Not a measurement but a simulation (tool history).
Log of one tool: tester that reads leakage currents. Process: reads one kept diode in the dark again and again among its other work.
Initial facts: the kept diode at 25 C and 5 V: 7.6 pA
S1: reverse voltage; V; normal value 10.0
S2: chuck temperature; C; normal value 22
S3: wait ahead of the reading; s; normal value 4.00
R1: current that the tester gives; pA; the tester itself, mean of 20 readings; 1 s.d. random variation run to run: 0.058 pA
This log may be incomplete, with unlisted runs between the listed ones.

{"run": 1, "hour": 0.0, "S1": 10.0, "S2": 22, "S3": 4.0, "R1": 32.77}
{"run": 2, "hour": 204.6, "S1": 10.0, "S2": 22, "S3": 4.0, "R1": 33.45}
{"hour": 301.1, "done": "probe card cleaned and baked"}
{"run": 3, "hour": 400.6, "S1": 10.0, "S2": 22, "S3": 8.67, "R1": 10.26}
{"hour": 653.3, "done": "chuck's temperature calibrated"}
{"run": 4, "hour": 659.4, "S1": 10.0, "S2": 22, "S3": 8.67, "R1": 10.36}
{"hour": 902.6, "done": "tester calibrated"}
{"run": 5, "hour": 902.6, "S1": 10.0, "S2": 22, "S3": 4.0, "R1": 12.41}
{"run": 6, "hour": 1078.7, "S1": 10.8, "S2": 22, "S3": 4.0, "R1": 13.82}
{"run": 7, "hour": 1346.3, "S1": 10.8, "S2": 22, "S3": 4.0, "R1": 15.08}
{"run": 8, "hour": 1478.1, "S1": 12.3, "S2": 22, "S3": 4.0, "R1": 17.11}
{"run": 9, "hour": 1633.1, "S1": 10.0, "S2": 22, "S3": 4.0, "R1": 15.49}
{"run": 10, "hour": 1839.3, "S1": 10.0, "S2": 22, "S3": 2.56, "R1": 17.06}
{"run": 11, "hour": 2058.7, "S1": 10.0, "S2": 22, "S3": 2.56, "R1": 17.83}
{"run": 12, "hour": 2266.6, "S1": 10.0, "S2": 22, "S3": 2.56, "R1": 18.84}
{"run": 13, "hour": 2384.5, "S1": 10.0, "S2": 22, "S3": 2.56, "R1": 19.26}
{"run": 14, "hour": 2660.1, "S1": 10.0, "S2": 22, "S3": 4.0, "R1": 19.72}
{"run": 15, "hour": 2815.0, "S1": 10.0, "S2": 22, "S3": 4.68, "R1": 20.35}
{"run": 16, "hour": 3089.8, "S1": 16.3, "S2": 22, "S3": 4.0, "R1": 32.11}
{"run": 17, "hour": 3247.0, "S1": 2.7, "S2": 22, "S3": 0.79, "R1": 9.36}
{"hour": 3379.5, "done": "chuck's temperature calibrated"}
{"run": 18, "hour": 3444.7, "S1": 3.3, "S2": 22, "S3": 4.71, "R1": 9.34}
{"run": 19, "hour": 3613.4, "S1": 10.0, "S2": 21, "S3": 4.0, "R1": 22.42}
{"run": 20, "hour": 3823.6, "S1": 10.0, "S2": 21, "S3": 4.0, "R1": 23.36}
{"run": 21, "hour": 4017.7, "S1": 1.0, "S2": 22, "S3": 0.44, "R1": 4.89}
{"run": 22, "hour": 4147.1, "S1": 18.4, "S2": 38, "S3": 9.31, "R1": 69.59}
{"run": 23, "hour": 4413.3, "S1": 16.9, "S2": 20, "S3": 1.86, "R1": 41.76}
{"run": 24, "hour": 4533.5, "S1": 16.9, "S2": 20, "S3": 1.86, "R1": 42.59}
{"run": 25, "hour": 4724.9, "S1": 2.4, "S2": 24, "S3": 0.9, "R1": 10.4}
{"run": 26, "hour": 4972.4, "S1": 2.0, "S2": 27, "S3": 0.98, "R1": 10.38}
{"run": 27, "hour": 5092.4, "S1": 2.0, "S2": 27, "S3": 7.55, "R1": 9.89}
{"run": 28, "hour": 5359.8, "S1": 7.7, "S2": 60, "S3": 2.67, "R1": 129.4}
{"run": 29, "hour": 5577.1, "S1": 10.0, "S2": 26, "S3": 4.0, "R1": 35.18}
{"run": 30, "hour": 5733.7, "S1": 10.0, "S2": 45, "S3": 4.0, "R1": 72.21}
{"run": 31, "hour": 5886.2, "S1": 10.0, "S2": 45, "S3": 4.0, "R1": 73.75}
{"hour": 5997.5, "done": "probe card cleaned and baked"}
{"run": 32, "hour": 6018.5, "S1": 10.0, "S2": 43, "S3": 6.22, "R1": 44.56}

Forecast each of these 3 alternatives for the next run:
{"hour": 6110.2, "done": "chuck's temperature calibrated"}
{"run": "A", "hour": 6179.3, "S1": 18.7, "S2": 22, "S3": 4.0, "R1": "?"}
{"hour": 6110.2, "done": "chuck's temperature calibrated"}
{"run": "B", "hour": 6179.3, "S1": 12.5, "S2": 49, "S3": 0.51, "R1": "?"}
{"hour": 6110.2, "done": "chuck's temperature calibrated"}
{"run": "C", "hour": 6179.3, "S1": 10.0, "S2": 25, "S3": 2.14, "R1": "?"}

run=A R1=15.34
run=B R1=77.90
run=C R1=13.57
What these runs would have given with no unlogged condition in the tool:
run=A R1=14.07
run=B R1=78.16
run=C R1=12.97
